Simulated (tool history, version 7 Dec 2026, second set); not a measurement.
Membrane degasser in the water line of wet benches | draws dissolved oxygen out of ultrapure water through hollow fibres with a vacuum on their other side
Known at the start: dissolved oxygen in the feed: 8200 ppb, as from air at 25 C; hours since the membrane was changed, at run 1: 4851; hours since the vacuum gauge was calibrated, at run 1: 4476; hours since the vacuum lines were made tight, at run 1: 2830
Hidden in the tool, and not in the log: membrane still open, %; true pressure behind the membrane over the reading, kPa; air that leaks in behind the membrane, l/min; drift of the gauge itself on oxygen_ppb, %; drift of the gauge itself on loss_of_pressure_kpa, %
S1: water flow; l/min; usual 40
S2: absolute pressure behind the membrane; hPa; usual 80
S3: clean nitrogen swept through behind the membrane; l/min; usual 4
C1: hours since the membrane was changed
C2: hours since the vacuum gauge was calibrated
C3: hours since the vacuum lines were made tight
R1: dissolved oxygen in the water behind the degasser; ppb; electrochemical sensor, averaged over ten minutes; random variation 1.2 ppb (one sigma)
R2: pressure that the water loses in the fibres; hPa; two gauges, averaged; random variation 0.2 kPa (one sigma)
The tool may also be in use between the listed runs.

run 1 hour=0 | S1=40 S2=80 S3=4 | C1=4851 C2=4476 C3=2830 | R1=113.8 R2=459.5
run 2 hour=243.7 | S1=40 S2=80 S3=4 | C1=5094 C2=4720 C3=3074 | R1=113.7 R2=463.6
run 3 hour=374.8 | S1=40 S2=80 S3=4 | C1=5225 C2=4851 C3=3205 | R1=111.3 R2=460.8
run 4 hour=494.2 | S1=40 S2=80 S3=4 | C1=5345 C2=4971 C3=3325 | R1=112.4 R2=466.1
run 5 hour=711.4 | S1=40 S2=80 S3=4 | C1=5562 C2=5188 C3=3542 | R1=114.4 R2=465.1
run 6 hour=898.1 | S1=59 S2=80 S3=4 | C1=5749 C2=5375 C3=3729 | R1=171.5 R2=686.9
run 7 hour=1166.1 | S1=49 S2=80 S3=4 | C1=6017 C2=5643 C3=3997 | R1=140.8 R2=564.9
run 8 hour=1325.1 | S1=48 S2=80 S3=4 | C1=6176 C2=5802 C3=4156 | R1=138.3 R2=556.1
run 9 hour=1464.6 | S1=40 S2=80 S3=4 | C1=6315 C2=5941 C3=4295 | R1=115.5 R2=465.5
run 10 hour=1584.4 | S1=40 S2=80 S3=9.53 | C1=6435 C2=6061 C3=4415 | R1=50.9 R2=468
run 11 hour=1774.1 | S1=40 S2=80 S3=9.53 | C1=6625 C2=6251 C3=4605 | R1=50.6 R2=464.6
run 12 hour=2030 | S1=40 S2=80 S3=9.53 | C1=6881 C2=6506 C3=4860 | R1=50.2 R2=464.8
run 13 hour=2214.9 | S1=40 S2=80 S3=9.53 | C1=7065 C2=6691 C3=5045 | R1=50.9 R2=468.5
-- hour=2261.7 seals of the vacuum lines changed
run 14 hour=2384.1 | S1=37 S2=169.9 S3=10.44 | C1=7233 C2=6859 C3=122 | R1=117.5 R2=434.2
run 15 hour=2537.2 | S1=35 S2=131.8 S3=3.51 | C1=7386 C2=7012 C3=275 | R1=234.5 R2=407.9
run 16 hour=2773.6 | S1=43 S2=63.2 S3=2.94 | C1=7622 C2=7248 C3=512 | R1=108.2 R2=503.8
run 17 hour=2989 | S1=53 S2=170.5 S3=4 | C1=7838 C2=7463 C3=727 | R1=410.1 R2=623.1
run 18 hour=3208.5 | S1=45 S2=155.4 S3=4 | C1=8057 C2=7683 C3=947 | R1=315.1 R2=529.4
run 19 hour=3439.6 | S1=32 S2=155.4 S3=4 | C1=8288 C2=7914 C3=1178 | R1=230 R2=377.1
-- hour=3497 membrane cartridge changed
run 20 hour=3680.6 | S1=52 S2=100.7 S3=4 | C1=184 C2=8151 C3=1415 | R1=205.8 R2=614
run 21 hour=3943.6 | S1=50 S2=168.3 S3=4 | C1=447 C2=8414 C3=1678 | R1=386.3 R2=591.9
run 22 hour=4216.8 | S1=50 S2=168.3 S3=4 | C1=720 C2=8687 C3=1951 | R1=382.9 R2=588.5

The next listed run, before its measurement:
-- hour=4247.6 vacuum gauge calibrated
run 23 hour=4490.2 | S1=61 S2=59.7 S3=3 | C1=993 C2=243 C3=2224 | R1=? R2=?

Run 23 gave R1 136.6 ppb, R2 718.4 hPa.
Without the tool's hidden state the same run would have given R1 136.6 ppb, R2 701.9 hPa.

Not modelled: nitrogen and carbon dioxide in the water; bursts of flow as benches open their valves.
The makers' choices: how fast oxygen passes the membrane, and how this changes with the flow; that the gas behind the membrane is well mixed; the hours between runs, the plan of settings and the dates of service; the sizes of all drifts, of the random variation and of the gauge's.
